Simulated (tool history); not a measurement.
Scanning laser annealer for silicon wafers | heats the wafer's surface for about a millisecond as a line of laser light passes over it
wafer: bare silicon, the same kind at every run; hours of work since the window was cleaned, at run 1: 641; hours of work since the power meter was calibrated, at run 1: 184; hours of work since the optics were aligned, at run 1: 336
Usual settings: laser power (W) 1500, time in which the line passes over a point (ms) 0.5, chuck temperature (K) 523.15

| run | hour | laser power (W) | time in which the line passes over a point (ms) | chuck temperature (K) | hours of work since the window was cleaned | hours of work since the power meter was calibrated | hours of work since the optics were aligned | highest temperature of the surface (K) |
|---|---|---|---|---|---|---|---|---|
| 1 | 0 | 1500 | 0.5 | 523.15 | 641 | 184 | 336 | 1263.15 |
| 2 | 9.9 | 1500 | 0.5 | 523.15 | 648 | 190 | 343 | 1262.15 |
| 3 | 14.5 | 1500 | 0.5 | 523.15 | 651 | 194 | 346 | 1263.15 |
| 4 | 19.5 | 1500 | 0.562 | 523.15 | 655 | 197 | 349 | 1308.15 |
| 5 | 27.8 | 1500 | 0.562 | 523.15 | 660 | 203 | 355 | 1314.15 |
| 6 | 38.7 | 1500 | 0.519 | 523.15 | 668 | 210 | 363 | 1275.15 |
| 7 | 43.6 | 1500 | 0.519 | 523.15 | 671 | 214 | 366 | 1274.15 |
| 8 | 49.4 | 1500 | 0.458 | 523.15 | 675 | 218 | 370 | 1221.15 |
| 9 | 56.4 | 1500 | 0.458 | 523.15 | 680 | 222 | 375 | 1225.15 |
| 10 | 66.4 | 1500 | 0.458 | 523.15 | 687 | 229 | 382 | 1226.15 |
| 11 | 76.7 | 1500 | 0.458 | 523.15 | 694 | 236 | 389 | 1222.15 |
| 12 | 83.9 | 1500 | 0.458 | 523.15 | 699 | 241 | 394 | 1222.15 |
| 13 | 88.9 | 1500 | 0.458 | 523.15 | 702 | 245 | 397 | 1223.15 |
| 14 | 93.5 | 1500 | 0.458 | 523.15 | 706 | 248 | 400 | 1224.15 |
| 15 | 100.4 | 1500 | 0.458 | 523.15 | 710 | 253 | 405 | 1223.15 |
|  | 110.1 | window over the wafer cleaned |
| 16 | 112.1 | 1500 | 0.5 | 523.15 | 1 | 259 | 412 | 1280.15 |
| 17 | 118.6 | 1500 | 0.5 | 523.15 | 6 | 264 | 416 | 1277.15 |
| 18 | 128.7 | 1500 | 0.5 | 523.15 | 13 | 271 | 423 | 1281.15 |
| 19 | 137.1 | 1500 | 0.5 | 523.15 | 18 | 276 | 429 | 1277.15 |
| 20 | 144.9 | 1500 | 0.5 | 523.15 | 24 | 282 | 434 | 1278.15 |

Run 21 comes next. What will it give?
| 21 | 151.3 | 1500 | 0.5 | 523.15 | 28 | 286 | 439 | ? |

{"run 21": {"highest temperature of the surface (K)": 1280.15}}
Without the tool's hidden state the same run would have given highest temperature of the surface (K) 1283.15.

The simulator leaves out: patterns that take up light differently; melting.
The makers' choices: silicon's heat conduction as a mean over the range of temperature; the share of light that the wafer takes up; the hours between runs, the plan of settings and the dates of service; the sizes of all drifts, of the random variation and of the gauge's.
